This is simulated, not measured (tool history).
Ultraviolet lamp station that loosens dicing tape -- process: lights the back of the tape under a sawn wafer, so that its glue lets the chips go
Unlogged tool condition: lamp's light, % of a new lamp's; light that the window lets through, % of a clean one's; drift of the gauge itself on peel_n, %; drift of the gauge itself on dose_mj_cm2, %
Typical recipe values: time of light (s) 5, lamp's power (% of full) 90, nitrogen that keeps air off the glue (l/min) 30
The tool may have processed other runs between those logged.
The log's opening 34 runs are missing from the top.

run   hour  time of light (s)  lamp's power (% of full)  nitrogen that keeps air off the glue (l/min)  hours of work of the lamp  hours of work since the window was cleaned  force that peels the tape off (N)  light that reached the tape (mJ/cm2)
 35  509.1                  7                        90                                            30                        345                                         165                              0.259                                   408
 36  522.2                  7                        90                                            30                        351                                         172                              0.255                                   406
 37  537.9                  6                        94                                            10                        359                                         179                              0.371                                   362
 38  555.8                  6                        94                                            10                        367                                         188                              0.374                                   363
 39  564.7                  6                        94                                            10                        372                                         192                              0.369                                   361
 40  576.7                  5                        62                                            19                        377                                         198                              0.591                                   197
 41  596.9                  6                        63                                            19                        387                                         208                              0.451                                   239
 42  607.3                  8                        95                                            19                        392                                         213                              0.263                                   477
 43  618.3                 10                        95                                            26                        398                                         218                              0.257                                   600

4 options for the next run, each taken on its own from the tool as it stands now. Forecast them:
  A  635.8                  5                        92                                            30                        406                                         227                                  ?                                     ?
  B  635.8                 10                        91                                            22                        406                                         227                                  ?                                     ?
  C  635.8                  2                        71                                            22                        406                                         227                                  ?                                     ?
  D  635.8                 10                        68                                            10                        406                                         227                                  ?                                     ?

run  force that peels the tape off (N)  light that reached the tape (mJ/cm2)
  A                              0.302                                   287
  B                              0.254                                   570
  C                              1.441                                    88
  D                              0.307                                   424
With no hidden state in the tool, these same runs would have given:
run  force that peels the tape off (N)  light that reached the tape (mJ/cm2)
  A                              0.271                                   338
  B                              0.252                                   670
  C                              1.223                                   104
  D                              0.275                                   499
